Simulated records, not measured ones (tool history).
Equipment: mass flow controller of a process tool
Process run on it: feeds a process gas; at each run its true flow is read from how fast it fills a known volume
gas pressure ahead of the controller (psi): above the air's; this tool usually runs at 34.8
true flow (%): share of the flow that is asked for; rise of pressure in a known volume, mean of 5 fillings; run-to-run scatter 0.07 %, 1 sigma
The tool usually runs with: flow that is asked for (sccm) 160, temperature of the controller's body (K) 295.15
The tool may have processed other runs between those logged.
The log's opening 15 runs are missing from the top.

run	day	flow that is asked for (sccm)	gas pressure ahead of the controller (psi)	temperature of the controller's body (K)	true flow (%)
16	95.033	160	34.8	295.15	96.46
17	103.812	160	34.8	295.15	96.54
18	108.508	160	34.8	295.15	96.44
19	115.425	160	34.8	295.15	96.43
20	121.733	160	34.8	295.15	96.36
21	127.025	160	34.8	295.15	96.30
22	133.671	160	34.8	295.15	96.32
23	141.925	160	34.8	295.15	96.33
24	148.042	160	34.8	295.15	96.32
25	155.200	79	37.4	294.15	93.86
26	160.092	79	37.4	294.15	93.85
27	169.100	42	28.0	301.15	92.26
28	177.433	73	35.0	295.15	93.46
29	186.596	136	36.5	296.15	95.46
30	194.838	25	25.2	311.15	90.31
31	202.342	136	35.2	307.15	96.17
32	210.783	136	36.5	296.15	95.24
33	218.962	100	39.3	295.15	94.01
34	226.892	22	34.8	295.15	87.88
# day 230.188: controller exchanged for a calibrated one
35	233.058	140	36.0	294.15	98.51
36	241.712	140	36.0	294.15	98.41

Predict the results of run 37:
37	248.538	140	36.0	294.15	?

{"run 37": {"true flow (%)": 98.42}}
Had the tool carried no hidden state, the very same run would have given true flow (%) 98.62.
